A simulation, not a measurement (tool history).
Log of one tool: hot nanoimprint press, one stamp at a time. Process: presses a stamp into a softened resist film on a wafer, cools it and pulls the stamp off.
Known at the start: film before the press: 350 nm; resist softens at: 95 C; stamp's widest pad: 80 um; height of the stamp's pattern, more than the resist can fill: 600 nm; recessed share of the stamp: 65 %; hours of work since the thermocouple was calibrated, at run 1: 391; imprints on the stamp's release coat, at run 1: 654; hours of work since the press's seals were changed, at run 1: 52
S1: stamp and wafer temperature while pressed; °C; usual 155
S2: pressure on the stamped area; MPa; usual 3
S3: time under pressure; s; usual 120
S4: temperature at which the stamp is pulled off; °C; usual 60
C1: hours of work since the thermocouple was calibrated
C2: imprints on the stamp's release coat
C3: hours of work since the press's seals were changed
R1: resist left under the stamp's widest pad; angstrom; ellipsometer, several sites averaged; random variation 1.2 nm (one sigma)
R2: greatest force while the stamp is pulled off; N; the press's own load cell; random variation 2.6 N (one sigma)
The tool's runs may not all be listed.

Run 1, day 0: usual settings; C1 391; C2 654; C3 52. Result: R1 1719 angstrom, R2 188 N.
Run 2, day 0.442: usual settings; C1 398; C2 696; C3 59. Result: R1 1731 angstrom, R2 188 N.
Run 3, day 1.108: usual settings; C1 409; C2 759; C3 69. Result: R1 1720 angstrom, R2 190 N.
Run 4, day 1.517: usual settings but S3 118 s; C1 416; C2 798; C3 76. Result: R1 1720 angstrom, R2 188 N.
At day 1.679: plate thermocouple calibrated.
Run 5, day 2.25: usual settings but S3 118 s; C1 9; C2 856; C3 85. Result: R1 1912 angstrom, R2 196 N.
Run 6, day 2.8: usual settings but S3 118 s; C1 18; C2 908; C3 94. Result: R1 1866 angstrom, R2 197 N.
Run 7, day 3.088: usual settings but S3 118 s; C1 22; C2 935; C3 99. Result: R1 1917 angstrom, R2 199 N.
Run 8, day 3.521: usual settings but S3 118 s; C1 29; C2 976; C3 106. Result: R1 1893 angstrom, R2 200 N.
Run 9, day 3.838: usual settings but S3 118 s; C1 34; C2 1007; C3 111. Result: R1 1912 angstrom, R2 202 N.
Run 10, day 4.333: usual settings but S1 163 °C, S2 2.98 MPa, S3 63 s, S4 48 °C; C1 42; C2 1054; C3 119. Result: R1 1709 angstrom, R2 247 N.
Run 11, day 4.671: usual settings but S1 161 °C, S2 4.17 MPa, S3 61 s, S4 57 °C; C1 48; C2 1086; C3 124. Result: R1 1630 angstrom, R2 220 N.
Run 12, day 5.038: usual settings but S1 164 °C, S2 3.58 MPa, S3 75 s, S4 51 °C; C1 54; C2 1121; C3 130. Result: R1 1421 angstrom, R2 236 N.
Run 13, day 5.383: usual settings but S4 46 °C; C1 59; C2 1153; C3 135. Result: R1 1850 angstrom, R2 255 N.
Run 14, day 5.812: usual settings but S2 3.21 MPa, S4 46 °C; C1 66; C2 1194; C3 142. Result: R1 1833 angstrom, R2 257 N.
Run 15, day 6.346: usual settings but S1 149 °C, S2 4.77 MPa; C1 74; C2 1245; C3 151. Result: R1 2029 angstrom, R2 205 N.
Run 16, day 6.717: usual settings but S1 147 °C, S2 3.96 MPa, S3 86 s; C1 80; C2 1280; C3 157. Result: R1 2570 angstrom, R2 203 N.
Run 17, day 7.033: usual settings but S1 147 °C, S2 3.96 MPa, S3 86 s; C1 85; C2 1310; C3 162. Result: R1 2561 angstrom, R2 202 N.
Run 18, day 7.658: usual settings but S4 46 °C; C1 95; C2 1369; C3 172. Result: R1 1854 angstrom, R2 251 N.

Alternative continuations, all from the tool just after run 18; predict every row:
Run A, day 8.308: usual settings but S2 1.91 MPa, S4 62 °C; C1 106; C2 1431; C3 182. Result: R1 ?, R2 ?.
Run B, day 8.308: usual settings but S2 2.66 MPa, S4 55 °C; C1 106; C2 1431; C3 182. Result: R1 ?, R2 ?.
Run C, day 8.308: usual settings but S2 2.43 MPa, S3 189 s, S4 61 °C; C1 106; C2 1431; C3 182. Result: R1 ?, R2 ?.
Run D, day 8.308: usual settings but S2 2.46 MPa, S3 81 s; C1 106; C2 1431; C3 182. Result: R1 ?, R2 ?.
Run E, day 8.308: usual settings but S1 150 °C; C1 106; C2 1431; C3 182. Result: R1 ?, R2 ?.

run    R1   R2
  A  2179  199
  B  1952  227
  C  1709  204
  D  2247  205
  E  2282  210
Take away the tool's hidden state, keep each run's random variation, and the runs would have read:
run    R1   R2
  A  2202  176
  B  1974  200
  C  1731  180
  D  2269  181
  E  2305  186

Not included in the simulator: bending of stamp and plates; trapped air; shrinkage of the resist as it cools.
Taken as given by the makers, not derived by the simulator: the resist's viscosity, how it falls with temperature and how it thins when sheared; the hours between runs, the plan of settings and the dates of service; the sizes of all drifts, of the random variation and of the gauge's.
